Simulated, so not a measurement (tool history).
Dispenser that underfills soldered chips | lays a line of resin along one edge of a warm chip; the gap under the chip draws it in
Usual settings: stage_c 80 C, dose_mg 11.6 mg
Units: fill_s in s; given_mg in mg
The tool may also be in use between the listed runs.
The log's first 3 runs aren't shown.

run,hour,stage_c,dose_mg,hours of work since the syringe was changed,hours of work since the valve was cleaned,hours of work since the stage was calibrated,fill_s,given_mg
# hour 26.4: new syringe of resin
# hour 29.4: dispensing valve cleaned and set on the balance
4,32.7,80,14.8,4,2,293,55.6,14.78
# hour 37.7: new syringe of resin
5,45.1,80,14.8,6,12,302,58.9,14.68
# hour 48.8: new syringe of resin
6,55.2,80,14.8,5,19,310,58,14.7
# hour 59.2: new syringe of resin
7,62.3,80,14.8,2,24,315,51,14.51
# hour 69.3: new syringe of resin
8,69.3,80,11.6,0,29,320,45.9,11.29
# hour 79.7: new syringe of resin
9,83.5,80,13.4,3,39,330,53,13
# hour 90.6: new syringe of resin
10,92.5,80,14.2,1,46,337,50.3,13.64
# hour 100.3: stage's temperature calibrated
# hour 102.2: new syringe of resin
# hour 103.2: dispensing valve cleaned and set on the balance
11,107.2,80,11.6,3,3,4,56.9,11.58
# hour 114: new syringe of resin
12,117.7,80,11.6,3,11,12,56.6,11.51
# hour 124.3: new syringe of resin
13,131.5,80,11.6,5,21,22,62.7,11.36
# hour 135: new syringe of resin
14,143.8,80,11.6,7,30,31,64.4,11.41
# hour 145.7: new syringe of resin
15,154.1,80,11.6,6,37,38,63.2,11.21
# hour 156.9: new syringe of resin
# hour 167.9: new syringe of resin
16,167.9,80,11.6,0,47,48,48.8,11.07
17,174.5,80,11.6,5,52,53,60.9,11.21
# hour 176.7: dispensing valve cleaned and set on the balance
# hour 180: new syringe of resin
18,182.5,80,13.1,2,4,58,53.6,12.92
# hour 190.6: new syringe of resin
19,192.1,83,13.1,1,11,65,46.7,12.99
# hour 201.1: new syringe of resin
20,204.1,81,12.8,2,20,74,51.2,12.52
# hour 211.5: new syringe of resin
21,216.4,68,12,4,29,83,88.5,11.65

The next listed run, before its measurement:
# hour 222.1: new syringe of resin
22,223.3,88,12,1,34,88,?,?

{"run 22": {"fill_s": 39, "given_mg": 11.59}}
Without the tool's hidden state the same run would have given fill_s 37.9 s, given_mg 11.99 mg.
